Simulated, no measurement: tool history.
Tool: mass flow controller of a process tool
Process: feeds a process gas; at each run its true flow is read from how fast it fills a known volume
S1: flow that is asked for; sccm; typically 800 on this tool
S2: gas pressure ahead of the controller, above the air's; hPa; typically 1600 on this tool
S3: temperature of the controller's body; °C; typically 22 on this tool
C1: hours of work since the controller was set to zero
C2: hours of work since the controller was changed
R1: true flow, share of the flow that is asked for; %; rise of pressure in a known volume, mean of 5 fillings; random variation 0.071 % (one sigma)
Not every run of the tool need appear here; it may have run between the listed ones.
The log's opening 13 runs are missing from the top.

run    hour   S1    S2  S3    C1    C2      R1
 14  1172.9  800  1600  22  1137  1137   99.88
 15  1242.4  800  1600  22  1162  1162   99.89
 16  1312.1  800  1600  22  1186  1186   99.91
 17  1419.1  800  1600  22  1224  1224   99.85
 18  1537.1  800  1600  22  1265  1265   99.94
 19  1603.8  800  1600  22  1289  1289   99.97
     1613.5  -- controller's zero set anew
 20  1689.7  800  1890  34    27  1319  100.53
 21  1757.3  800  1630  22    51  1343   99.99
 22  1873.7  201  1600  23    91  1384  100.98
 23  1956.9  894  1600  22   121  1413  100.05
     2000.7  -- controller's zero set anew, once more
 24  2020.8  187  2440  22     7  1435   98.42
 25  2076.4  187  1660  22    27  1455   98.88
 26  2134.0  800  2330  21    47  1475   99.07
 27  2252.5  800  2330  21    89  1517   98.96
 28  2312.8  800  2040  32   110  1538   99.85
 29  2394.5  292  2410  22   138  1566   98.54
 30  2458.2  115  1600  22   161  1589   99.19
 31  2540.9  295  1760  31   190  1618   99.49
 32  2650.7  313  2450  36   228  1657   99.50
 33  2761.2  800  1420  23   267  1695   99.63
 34  2885.6  800  1420  32   311  1739  100.34
 35  2972.1  300  1600  22   341  1769   99.24
 36  3038.9  817  2710  30   365  1793   99.36
 37  3155.2  817  2710  30   406  1834   99.12
 38  3227.9  817  2710  30   431  1859   99.27

Alternative continuations, all from the tool just after run 38; predict every row:
  A  3285.3  800  1440  39  451  1880   ?
  B  3285.3  386  1990  27  451  1880   ?
  C  3285.3  817  2710  31  451  1880   ?

run      R1
  A  100.51
  B   99.23
  C   99.39
Stripped of hidden state, with their random variation kept, the same runs would have yielded:
run      R1
  A  100.90
  B   99.48
  C   99.79

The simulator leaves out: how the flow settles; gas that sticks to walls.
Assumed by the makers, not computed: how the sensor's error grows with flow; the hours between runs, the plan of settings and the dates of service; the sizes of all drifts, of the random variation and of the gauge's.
